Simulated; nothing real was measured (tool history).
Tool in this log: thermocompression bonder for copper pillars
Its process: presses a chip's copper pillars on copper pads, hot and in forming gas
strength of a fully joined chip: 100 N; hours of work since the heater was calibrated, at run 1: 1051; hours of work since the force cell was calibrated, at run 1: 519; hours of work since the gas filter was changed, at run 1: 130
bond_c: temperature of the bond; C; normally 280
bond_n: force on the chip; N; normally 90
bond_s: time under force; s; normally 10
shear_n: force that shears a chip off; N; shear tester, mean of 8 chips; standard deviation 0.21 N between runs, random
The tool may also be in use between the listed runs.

| run | hour | bond_c | bond_n | bond_s | hours of work since the heater was calibrated | hours of work since the force cell was calibrated | hours of work since the gas filter was changed | shear_n |
|---|---|---|---|---|---|---|---|---|
| 1 | 0.0 | 280 | 90 | 10 | 1051 | 519 | 130 | 45.5 |
|  | 14.4 | heater calibrated with a thermocouple chip |
| 2 | 15.6 | 280 | 90 | 10 | 1 | 530 | 140 | 49.0 |
| 3 | 32.6 | 280 | 90 | 10 | 14 | 543 | 154 | 48.8 |
| 4 | 49.3 | 280 | 90 | 10 | 27 | 557 | 167 | 49.2 |
| 5 | 66.1 | 280 | 90 | 10 | 40 | 570 | 180 | 48.8 |
| 6 | 78.2 | 280 | 90 | 10 | 50 | 579 | 189 | 48.8 |
| 7 | 91.3 | 280 | 90 | 10 | 60 | 590 | 200 | 48.9 |
| 8 | 108.7 | 280 | 90 | 9 | 74 | 603 | 213 | 46.7 |
| 9 | 122.1 | 280 | 90 | 10 | 84 | 614 | 224 | 48.2 |
| 10 | 137.0 | 280 | 90 | 10 | 96 | 625 | 235 | 48.5 |
| 11 | 148.2 | 280 | 90 | 10 | 105 | 634 | 244 | 48.3 |
| 12 | 163.7 | 280 | 90 | 10 | 117 | 646 | 256 | 48.6 |
| 13 | 176.9 | 280 | 90 | 10 | 127 | 657 | 267 | 48.6 |
| 14 | 193.3 | 280 | 90 | 10 | 140 | 670 | 280 | 47.9 |
| 15 | 208.4 | 280 | 90 | 10 | 152 | 681 | 291 | 47.9 |
| 16 | 219.0 | 280 | 90 | 10 | 160 | 690 | 300 | 47.8 |
| 17 | 229.8 | 280 | 90 | 10 | 169 | 698 | 308 | 48.3 |
| 18 | 244.5 | 280 | 90 | 10 | 180 | 710 | 320 | 47.8 |
| 19 | 253.9 | 280 | 56 | 10 | 188 | 717 | 327 | 32.0 |
| 20 | 265.4 | 280 | 56 | 10 | 197 | 726 | 336 | 32.4 |
| 21 | 282.4 | 266 | 90 | 8 | 210 | 739 | 349 | 35.3 |
|  | 284.7 | force cell calibrated |
| 22 | 292.8 | 266 | 90 | 8 | 217 | 6 | 356 | 35.4 |
| 23 | 302.5 | 280 | 78 | 10 | 225 | 14 | 364 | 42.9 |
| 24 | 311.7 | 280 | 78 | 10 | 232 | 21 | 371 | 42.5 |
|  | 330.3 | force cell calibrated, once more |
| 25 | 330.7 | 280 | 78 | 10 | 246 | 0 | 385 | 42.0 |
| 26 | 340.0 | 280 | 78 | 10 | 253 | 8 | 392 | 42.0 |
| 27 | 356.5 | 280 | 90 | 27 | 266 | 21 | 405 | 64.5 |
| 28 | 364.7 | 259 | 90 | 28 | 272 | 27 | 412 | 49.1 |
| 29 | 380.8 | 268 | 79 | 25 | 285 | 40 | 424 | 48.9 |
| 30 | 397.7 | 268 | 79 | 26 | 298 | 53 | 438 | 49.9 |
| 31 | 411.3 | 269 | 64 | 10 | 309 | 64 | 448 | 28.9 |
| 32 | 425.1 | 269 | 64 | 10 | 320 | 74 | 459 | 29.3 |
| 33 | 440.0 | 253 | 56 | 10 | 331 | 86 | 471 | 19.1 |

Run 34 has not been measured yet. What should we expect?
| 34 | 452.0 | 253 | 56 | 10 | 341 | 95 | 480 | ? |

Run 34 measured shear_n 19.3 N.
Take away the tool's hidden state, keep the run-to-run variation as it was, and the same run would have given shear_n 20.2 N.
